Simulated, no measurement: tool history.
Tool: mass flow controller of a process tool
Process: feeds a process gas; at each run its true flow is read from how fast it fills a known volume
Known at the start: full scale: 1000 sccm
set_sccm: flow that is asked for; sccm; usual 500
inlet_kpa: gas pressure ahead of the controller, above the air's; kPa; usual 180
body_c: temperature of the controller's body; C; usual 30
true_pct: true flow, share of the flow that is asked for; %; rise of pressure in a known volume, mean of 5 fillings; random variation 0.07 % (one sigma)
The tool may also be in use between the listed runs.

run 1 hour=0.0 | set_sccm=500 inlet_kpa=180 body_c=30 | true_pct=100.29
run 2 hour=276.1 | set_sccm=500 inlet_kpa=180 body_c=30 | true_pct=100.36
run 3 hour=612.3 | set_sccm=500 inlet_kpa=151 body_c=30 | true_pct=100.30
run 4 hour=858.2 | set_sccm=500 inlet_kpa=151 body_c=30 | true_pct=100.44
run 5 hour=1244.3 | set_sccm=500 inlet_kpa=151 body_c=30 | true_pct=100.54
-- hour=1276.2 controller's zero set anew
run 6 hour=1660.1 | set_sccm=500 inlet_kpa=180 body_c=30 | true_pct=101.04
run 7 hour=1945.8 | set_sccm=500 inlet_kpa=180 body_c=30 | true_pct=101.03
run 8 hour=2224.4 | set_sccm=500 inlet_kpa=180 body_c=30 | true_pct=100.98
run 9 hour=2517.6 | set_sccm=192 inlet_kpa=180 body_c=39 | true_pct=102.46
run 10 hour=2720.1 | set_sccm=222 inlet_kpa=231 body_c=30 | true_pct=101.76
run 11 hour=3109.8 | set_sccm=657 inlet_kpa=200 body_c=30 | true_pct=101.43
-- hour=3349.3 controller's zero set anew, once more
run 12 hour=3349.3 | set_sccm=125 inlet_kpa=196 body_c=27 | true_pct=99.53
run 13 hour=3614.5 | set_sccm=125 inlet_kpa=196 body_c=27 | true_pct=99.97
run 14 hour=3941.3 | set_sccm=125 inlet_kpa=196 body_c=27 | true_pct=100.24
run 15 hour=4259.8 | set_sccm=896 inlet_kpa=251 body_c=27 | true_pct=101.37
run 16 hour=4602.7 | set_sccm=896 inlet_kpa=251 body_c=27 | true_pct=101.61

Some steps in true_pct between neighbouring runs. How much of each would the tool show without its hidden state too (settings, what came in, random variation), and how much is left for the hidden state, with any gauge scatter that isn't in both results?
The hidden state here: flow at rest that the sensor doesn't see, % of full scale; true flow over the shown one, %; drift of the gauge itself on true_pct, %.
Run 8 -> 9: set_sccm 500 -> 192, body_c 30 -> 39. true_pct +1.48 %: hidden state +1.17, all else +0.31.
Run 11 -> 12: set_sccm 657 -> 125, inlet_kpa 200 -> 196, body_c 30 -> 27, controller's zero set anew, once more. true_pct -1.90 %: hidden state -0.33, all else -1.57.
